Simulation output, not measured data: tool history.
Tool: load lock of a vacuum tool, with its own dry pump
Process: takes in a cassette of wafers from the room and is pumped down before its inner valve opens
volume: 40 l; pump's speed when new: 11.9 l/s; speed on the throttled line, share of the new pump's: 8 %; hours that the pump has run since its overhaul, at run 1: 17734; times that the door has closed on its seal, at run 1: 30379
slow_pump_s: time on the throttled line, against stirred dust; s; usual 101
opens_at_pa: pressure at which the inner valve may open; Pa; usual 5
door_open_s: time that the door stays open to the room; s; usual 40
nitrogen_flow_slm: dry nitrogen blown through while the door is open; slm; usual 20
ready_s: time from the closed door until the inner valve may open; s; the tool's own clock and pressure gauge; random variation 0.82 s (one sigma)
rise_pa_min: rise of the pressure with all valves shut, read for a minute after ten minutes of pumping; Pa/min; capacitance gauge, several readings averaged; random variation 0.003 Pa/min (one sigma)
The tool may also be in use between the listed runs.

| run | hour | slow_pump_s | opens_at_pa | door_open_s | nitrogen_flow_slm | hours that the pump has run since its overhaul | times that the door has closed on its seal | incoming humidity of the room's air, % | ready_s | rise_pa_min |
|---|---|---|---|---|---|---|---|---|---|---|
| 1 | 0.0 | 101 | 5 | 40 | 20 | 17734 | 30379 | 46.2 | 135.4 | 0.199 |
| 2 | 211.5 | 101 | 5 | 40 | 20 | 17946 | 31381 | 44.6 | 136.4 | 0.200 |
| 3 | 447.3 | 101 | 5 | 40 | 20 | 18182 | 32498 | 43.0 | 134.4 | 0.215 |
| 4 | 745.5 | 101 | 5 | 40 | 20 | 18480 | 33911 | 45.4 | 136.0 | 0.222 |
|  | 890.9 | dry pump taken out, an overhauled one fitted |
| 5 | 986.6 | 101 | 5 | 40 | 20 | 96 | 35024 | 42.6 | 128.4 | 0.232 |
| 6 | 1390.3 | 101 | 5 | 40 | 20 | 499 | 36937 | 45.4 | 126.6 | 0.258 |
| 7 | 1755.2 | 101 | 5 | 40 | 20 | 864 | 38665 | 43.4 | 127.2 | 0.272 |
| 8 | 2168.3 | 101 | 5 | 40 | 20 | 1277 | 40622 | 40.0 | 127.7 | 0.294 |
| 9 | 2477.0 | 101 | 5 | 40 | 20 | 1586 | 42084 | 47.9 | 125.8 | 0.317 |
| 10 | 2980.4 | 101 | 5 | 40 | 20 | 2089 | 44469 | 46.0 | 127.8 | 0.340 |
| 11 | 3233.2 | 101 | 5 | 40 | 20 | 2342 | 45666 | 47.2 | 126.8 | 0.361 |
| 12 | 3677.5 | 101 | 5 | 40 | 20 | 2787 | 47771 | 46.5 | 127.8 | 0.378 |
| 13 | 3990.4 | 101 | 5 | 170 | 20 | 3099 | 49253 | 42.5 | 128.8 | 0.420 |
| 14 | 4311.0 | 60 | 5 | 170 | 20 | 3420 | 50772 | 41.4 | 88.9 | 0.428 |
| 15 | 4737.2 | 60 | 5 | 170 | 20 | 3846 | 52791 | 44.9 | 89.1 | 0.459 |
| 16 | 5248.9 | 52 | 5 | 170 | 20 | 4358 | 55215 | 45.2 | 83.6 | 0.492 |
| 17 | 5642.3 | 52 | 5 | 170 | 20 | 4751 | 57078 | 44.4 | 83.2 | 0.527 |
| 18 | 5890.8 | 52 | 5 | 170 | 20 | 5000 | 58255 | 48.3 | 83.9 | 0.541 |
|  | 5954.3 | door's seal changed, seat wiped |
| 19 | 6365.2 | 52 | 5 | 170 | 20 | 5473 | 1947 | 45.9 | 84.8 | 0.057 |
| 20 | 6864.9 | 101 | 5 | 27 | 36 | 5972 | 4314 | 45.0 | 130.0 | 0.031 |
| 21 | 7322.1 | 54 | 8 | 40 | 20 | 6430 | 6480 | 44.5 | 84.6 | 0.048 |
| 22 | 7650.1 | 64 | 6 | 162 | 11 | 6758 | 8033 | 43.6 | 95.8 | 0.089 |
| 23 | 8088.0 | 64 | 6 | 162 | 11 | 7196 | 10108 | 41.8 | 94.0 | 0.103 |
| 24 | 8530.5 | 161 | 6 | 30 | 11 | 7638 | 12203 | 45.6 | 185.7 | 0.082 |
| 25 | 8885.1 | 70 | 5 | 34 | 20 | 7993 | 13884 | 46.7 | 102.2 | 0.083 |
| 26 | 9131.3 | 70 | 4 | 40 | 4 | 8239 | 15049 | 45.6 | 102.6 | 0.114 |
| 27 | 9341.1 | 133 | 4 | 30 | 7 | 8449 | 16043 | 42.6 | 159.7 | 0.102 |
| 28 | 9689.5 | 108 | 4 | 58 | 28 | 8797 | 17694 | 40.0 | 136.1 | 0.101 |
| 29 | 10178.7 | 54 | 4 | 58 | 30 | 9286 | 20011 | 44.3 | 88.6 | 0.111 |
| 30 | 10535.3 | 101 | 5 | 40 | 37 | 9643 | 21701 | 42.3 | 131.8 | 0.125 |
| 31 | 10768.8 | 101 | 5 | 40 | 37 | 9876 | 22806 | 46.8 | 131.9 | 0.130 |
| 32 | 11013.6 | 101 | 5 | 40 | 37 | 10121 | 23966 | 42.0 | 130.2 | 0.139 |
| 33 | 11526.5 | 92 | 5 | 40 | 7 | 10634 | 26395 | 46.5 | 122.9 | 0.189 |
| 34 | 11843.5 | 92 | 5 | 40 | 7 | 10951 | 27897 | 46.1 | 123.2 | 0.205 |
| 35 | 12271.4 | 62 | 5 | 58 | 20 | 11379 | 29924 | 46.6 | 95.3 | 0.212 |
| 36 | 12642.9 | 62 | 5 | 48 | 20 | 11750 | 31684 | 42.6 | 95.1 | 0.215 |
| 37 | 13112.4 | 101 | 5 | 40 | 11 | 12220 | 33908 | 47.8 | 131.3 | 0.244 |

4 ways to go on from here, each from the tool as it stands after run 37. What would each give?
| A | 13578.6 | 101 | 9 | 40 | 36 | 12686 | 36116 | 43.4 | ? | ? |
| B | 13578.6 | 177 | 5 | 193 | 28 | 12686 | 36116 | 47.5 | ? | ? |
| C | 13578.6 | 116 | 9 | 40 | 4 | 12686 | 36116 | 43.4 | ? | ? |
| D | 13578.6 | 101 | 8 | 113 | 20 | 12686 | 36116 | 43.8 | ? | ? |

| run | ready_s | rise_pa_min |
|---|---|---|
| A | 130.3 | 0.238 |
| B | 200.2 | 0.269 |
| C | 142.2 | 0.275 |
| D | 130.5 | 0.262 |
Without the tool's hidden state the same runs would have given:
| run | ready_s | rise_pa_min |
|---|---|---|
| A | 125.4 | 0.012 |
| B | 196.1 | 0.046 |
| C | 137.6 | 0.052 |
| D | 125.5 | 0.041 |
